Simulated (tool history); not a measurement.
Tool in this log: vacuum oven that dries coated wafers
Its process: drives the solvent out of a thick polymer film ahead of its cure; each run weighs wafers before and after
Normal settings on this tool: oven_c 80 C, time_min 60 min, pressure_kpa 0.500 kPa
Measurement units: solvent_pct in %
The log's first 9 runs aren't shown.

| run | hour | oven_c | time_min | pressure_kpa | solvent_pct |
|---|---|---|---|---|---|
| 10 | 217.3 | 94 | 60 | 0.500 | 0.36 |
| 11 | 253.2 | 80 | 60 | 0.500 | 2.76 |
| 12 | 269.2 | 80 | 60 | 0.500 | 2.75 |
| 13 | 305.4 | 80 | 60 | 0.500 | 2.78 |
| 14 | 328.3 | 80 | 53 | 0.500 | 3.42 |
| 15 | 353.0 | 80 | 53 | 0.500 | 3.45 |
|  | 357.5 | vacuum gauge cleaned of residue and calibrated |
| 16 | 371.2 | 80 | 60 | 0.500 | 2.85 |
| 17 | 390.5 | 80 | 60 | 0.500 | 2.70 |
| 18 | 420.1 | 80 | 60 | 0.500 | 2.80 |
| 19 | 440.2 | 80 | 60 | 0.273 | 2.69 |
| 20 | 468.6 | 72 | 60 | 0.500 | 6.02 |
| 21 | 485.1 | 80 | 60 | 0.500 | 2.81 |
| 22 | 502.0 | 80 | 60 | 0.500 | 2.73 |
| 23 | 518.5 | 80 | 60 | 0.500 | 2.72 |
| 24 | 538.0 | 78 | 51 | 0.721 | 4.49 |
|  | 555.6 | vacuum gauge cleaned of residue and calibrated, once more |
| 25 | 555.6 | 66 | 60 | 0.500 | 8.87 |
| 26 | 575.4 | 83 | 104 | 0.551 | 0.46 |
| 27 | 607.1 | 83 | 104 | 0.551 | 0.46 |
| 28 | 640.3 | 86 | 67 | 0.631 | 0.86 |
| 29 | 675.6 | 92 | 35 | 0.500 | 1.68 |
| 30 | 712.5 | 80 | 82 | 0.500 | 1.29 |
| 31 | 740.9 | 80 | 82 | 0.413 | 1.32 |
| 32 | 756.3 | 80 | 82 | 0.413 | 1.24 |
| 33 | 776.6 | 67 | 82 | 0.847 | 5.96 |
| 34 | 804.5 | 80 | 56 | 1.576 | 3.39 |

Forecast run 35:
| 35 | 841.8 | 80 | 62 | 0.500 | ? |

solvent_pct: 2.36 %
On a tool with no hidden condition, and with the same random variation, this run would have come out at solvent_pct 3.02 %.

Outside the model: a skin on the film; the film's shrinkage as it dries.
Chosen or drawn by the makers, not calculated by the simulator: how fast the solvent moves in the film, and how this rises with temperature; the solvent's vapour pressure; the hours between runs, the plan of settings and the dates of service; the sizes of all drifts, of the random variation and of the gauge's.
